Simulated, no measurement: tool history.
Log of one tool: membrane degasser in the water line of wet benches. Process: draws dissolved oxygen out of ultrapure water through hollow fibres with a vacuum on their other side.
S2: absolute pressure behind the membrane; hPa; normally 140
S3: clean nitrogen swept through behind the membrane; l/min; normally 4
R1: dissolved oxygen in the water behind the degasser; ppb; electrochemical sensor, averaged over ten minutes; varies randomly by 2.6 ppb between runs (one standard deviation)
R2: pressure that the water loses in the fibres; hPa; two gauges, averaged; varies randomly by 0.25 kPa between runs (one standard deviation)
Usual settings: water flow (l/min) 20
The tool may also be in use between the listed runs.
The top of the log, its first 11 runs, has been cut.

Run 12, hour 1944.8: usual settings but water flow (l/min) 25, S3 1.89 l/min. Result: R1 522.5 ppb, R2 809 hPa.
Run 13, hour 2072.3: usual settings but water flow (l/min) 25, S3 1.89 l/min. Result: R1 529.3 ppb, R2 811.9 hPa.
Run 14, hour 2298.3: usual settings. Result: R1 260.7 ppb, R2 644.2 hPa.
Run 15, hour 2515.7: usual settings but water flow (l/min) 13. Result: R1 125.9 ppb, R2 422.3 hPa.
Run 16, hour 2719.3: usual settings but water flow (l/min) 13. Result: R1 126.7 ppb, R2 421.6 hPa.
Run 17, hour 2856.4: usual settings but water flow (l/min) 17, S2 124 hPa, S3 6.72 l/min. Result: R1 146.1 ppb, R2 554 hPa.
Run 18, hour 3044.7: usual settings but S2 210 hPa. Result: R1 342.5 ppb, R2 645.6 hPa.
Run 19, hour 3221.4: usual settings but water flow (l/min) 30, S2 210 hPa, S3 7.04 l/min. Result: R1 488.6 ppb, R2 965.8 hPa.
Run 20, hour 3389.1: usual settings but water flow (l/min) 30, S2 210 hPa, S3 3.72 l/min. Result: R1 616.8 ppb, R2 967.7 hPa.
Run 21, hour 3488: usual settings but water flow (l/min) 30, S2 210 hPa, S3 3.72 l/min. Result: R1 613.9 ppb, R2 961.7 hPa.
Run 22, hour 3676: usual settings but water flow (l/min) 30, S2 173 hPa, S3 7.04 l/min. Result: R1 451.4 ppb, R2 970.1 hPa.
Run 23, hour 3897.5: usual settings but water flow (l/min) 30, S2 173 hPa, S3 7.04 l/min. Result: R1 437.7 ppb, R2 966.8 hPa.
Run 24, hour 4068.4: usual settings but water flow (l/min) 26, S2 111 hPa, S3 5.05 l/min. Result: R1 332.3 ppb, R2 837 hPa.
Run 25, hour 4171.1: usual settings but water flow (l/min) 26, S2 111 hPa, S3 5.05 l/min. Result: R1 335.1 ppb, R2 839.1 hPa.
At hour 4230: gauge calibrated.
Run 26, hour 4288.5: usual settings but water flow (l/min) 26, S2 111 hPa, S3 5.05 l/min. Result: R1 332.3 ppb, R2 852.2 hPa.
Run 27, hour 4422.7: usual settings but water flow (l/min) 21, S2 84 hPa, S3 4.6 l/min. Result: R1 206.1 ppb, R2 692.1 hPa.
Run 28, hour 4623: usual settings but water flow (l/min) 21, S2 84 hPa, S3 4.6 l/min. Result: R1 204.2 ppb, R2 689.4 hPa.
At hour 4767.5: vacuum gauge calibrated.
Run 29, hour 4814.6: usual settings but water flow (l/min) 21, S2 84 hPa, S3 4.6 l/min. Result: R1 207.3 ppb, R2 685.7 hPa.
Run 30, hour 5054.5: usual settings but water flow (l/min) 17, S2 348 hPa. Result: R1 397.6 ppb, R2 554.2 hPa.
Run 31, hour 5255.9: usual settings but water flow (l/min) 17, S2 348 hPa. Result: R1 405.2 ppb, R2 555.7 hPa.

What if the next run were any one of these 4? Each begins from the tool's condition after run 31:
Run A, hour 5421.8: usual settings but S3 2.14 l/min. Result: R1 ?, R2 ?.
Run B, hour 5421.8: usual settings but water flow (l/min) 18, S3 7.34 l/min. Result: R1 ?, R2 ?.
Run C, hour 5421.8: usual settings but water flow (l/min) 13. Result: R1 ?, R2 ?.
Run D, hour 5421.8: usual settings but water flow (l/min) 24, S2 255 hPa, S3 6.45 l/min. Result: R1 ?, R2 ?.

run     R1     R2
  A  357.7  647.9
  B  165.5  584.5
  C  126.9  425.1
  D  387.5  783.5
Without the tool's hidden state the same runs would have given:
run     R1     R2
  A  357.1  650.7
  B  165.1    587
  C  126.7    427
  D  386.8    787
